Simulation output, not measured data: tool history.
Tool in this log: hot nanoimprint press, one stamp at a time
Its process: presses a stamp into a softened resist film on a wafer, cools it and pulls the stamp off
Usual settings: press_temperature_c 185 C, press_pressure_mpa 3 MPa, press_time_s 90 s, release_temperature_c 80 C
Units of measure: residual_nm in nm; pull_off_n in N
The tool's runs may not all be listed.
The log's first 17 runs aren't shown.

run     day  press_temperature_c  press_pressure_mpa  press_time_s  release_temperature_c  residual_nm  pull_off_n
 18  13.175                  179                   3           138                     80        143.7         119
 19  14.283                  192                2.67            97                     80         96.4         123
 20  14.854                  194                3.16            74                     80         91.9         122
 21  15.554                  196                   3            45                     75        107.5         134
     16.688  -- plate thermocouple calibrated
 22  16.688                  190                2.29            87                     66        117.6         142
 23  17.804                  187                   3            90                     80        115.5         128
 24  18.512                  187                   3            77                     69        124.3         141
 25  19.571                  184                4.72            75                     85        116.2         127
 26  20.321                  184                4.72            75                     85        117.7         128
 27  21.192                  184                4.72           136                     85         90.6         131
 28  21.667                  184                4.72           136                     85         90.9         134
 29  22.792                  184                4.72           136                     85           90         132
 30  23.833                  184                4.72           136                     85         91.2         144

Alternative continuations, all from the tool just after run 30; predict every row:
     24.238  -- stamp cleaned and given a new release coat
  A  24.95                  195                 2.5            90                     72            ?           ?
     24.238  -- stamp cleaned and given a new release coat
  B  24.95                  185                2.25            73                     80            ?           ?
     24.238  -- stamp cleaned and given a new release coat
  C  24.95                  185                   3            66                     80            ?           ?

run  residual_nm  pull_off_n
  A         89.3         111
  B        158.2         103
  C        145.9         104
Without the tool's hidden state the same runs would have given:
run  residual_nm  pull_off_n
  A         87.5         109
  B        155.3         102
  C        142.9         102

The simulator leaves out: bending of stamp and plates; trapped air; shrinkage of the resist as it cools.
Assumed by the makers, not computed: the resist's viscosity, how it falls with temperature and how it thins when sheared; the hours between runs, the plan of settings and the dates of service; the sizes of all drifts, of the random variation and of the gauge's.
